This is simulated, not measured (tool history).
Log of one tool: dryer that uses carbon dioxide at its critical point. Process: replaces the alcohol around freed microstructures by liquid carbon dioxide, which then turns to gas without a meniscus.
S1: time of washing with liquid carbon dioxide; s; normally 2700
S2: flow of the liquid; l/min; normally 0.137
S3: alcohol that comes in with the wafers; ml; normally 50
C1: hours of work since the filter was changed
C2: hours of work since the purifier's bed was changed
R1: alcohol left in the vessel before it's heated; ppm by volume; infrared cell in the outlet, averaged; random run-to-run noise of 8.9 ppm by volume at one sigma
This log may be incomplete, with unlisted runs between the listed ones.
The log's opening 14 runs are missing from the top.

Run 15, hour 382.7: usual settings; C1 284; C2 269. Result: R1 1068 ppm by volume.
Run 16, hour 402: usual settings; C1 297; C2 282. Result: R1 1145 ppm by volume.
At hour 421.7: inlet filter changed.
Run 17, hour 442.3: usual settings; C1 14; C2 310. Result: R1 595 ppm by volume.
Run 18, hour 468: usual settings but S1 3900 s; C1 32; C2 328. Result: R1 179 ppm by volume.
Run 19, hour 504: usual settings but S1 3900 s; C1 58; C2 353. Result: R1 187 ppm by volume.
Run 20, hour 529.9: usual settings but S1 3900 s; C1 76; C2 371. Result: R1 210 ppm by volume.
Run 21, hour 554.2: usual settings but S1 3900 s; C1 93; C2 388. Result: R1 203 ppm by volume.
Run 22, hour 575.4: usual settings; C1 108; C2 403. Result: R1 749 ppm by volume.
Run 23, hour 600.5: usual settings; C1 125; C2 421. Result: R1 793 ppm by volume.
Run 24, hour 632.9: usual settings but S1 2040 s, S2 0.097 l/min, S3 31 ml; C1 148; C2 443. Result: R1 3448 ppm by volume.

The next listed run, before its measurement:
Run 25, hour 671.2: usual settings but S1 3180 s, S2 0.191 l/min; C1 175; C2 470. Result: R1 ?.

{"run 25": {"R1": 183}}
Minus the tool's unlogged condition, the same run would have read R1 24 ppm by volume.

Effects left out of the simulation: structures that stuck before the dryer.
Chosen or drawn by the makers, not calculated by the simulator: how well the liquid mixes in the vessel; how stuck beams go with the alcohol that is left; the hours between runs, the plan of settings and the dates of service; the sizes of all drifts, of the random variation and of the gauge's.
